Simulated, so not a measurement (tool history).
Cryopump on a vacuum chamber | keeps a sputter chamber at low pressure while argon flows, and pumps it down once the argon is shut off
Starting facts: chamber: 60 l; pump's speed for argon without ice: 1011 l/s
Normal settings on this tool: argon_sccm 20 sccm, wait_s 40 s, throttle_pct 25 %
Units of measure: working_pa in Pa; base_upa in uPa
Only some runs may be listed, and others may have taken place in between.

run   hour  argon_sccm  wait_s  throttle_pct  working_pa  base_upa
  1    0.0          20      40            25      0.1417      3.16
  2   23.1          20      40            25      0.1432      3.22
  3   49.1          10      40            25      0.0725      3.23
  4   72.8          10      40            25      0.0727      3.27
  5   97.7          20      40            25      0.1465      3.34
  6  123.1          20      40            25      0.1463      3.57
  7  150.5          20      40            25      0.1454      3.43
  8  171.1          20      99            25      0.1445      2.83
  9  184.8          20     242            25      0.1448      2.59
 10  211.3          20     242            25      0.1478      2.75
 11  225.5          20     242            25      0.1464      2.71
 12  245.9          20     242            25      0.1486      2.79
 13  278.2          20     242            25      0.1470      2.86
 14  294.0          20     242            25      0.1486      2.95
 15  315.1           9      40            25      0.0683      3.86
 16  329.7          20      40            25      0.1483      3.95
 17  344.5          30     162            27      0.2094      3.15

What will run 18 give?
 18  359.3          30     162            27           ?         ?

{"run 18": {"working_pa": 0.2096, "base_upa": 3.25}}
The same run, on a tool lacking any hidden state, would have yielded working_pa 0.1858 Pa, base_upa 0.60 uPa.

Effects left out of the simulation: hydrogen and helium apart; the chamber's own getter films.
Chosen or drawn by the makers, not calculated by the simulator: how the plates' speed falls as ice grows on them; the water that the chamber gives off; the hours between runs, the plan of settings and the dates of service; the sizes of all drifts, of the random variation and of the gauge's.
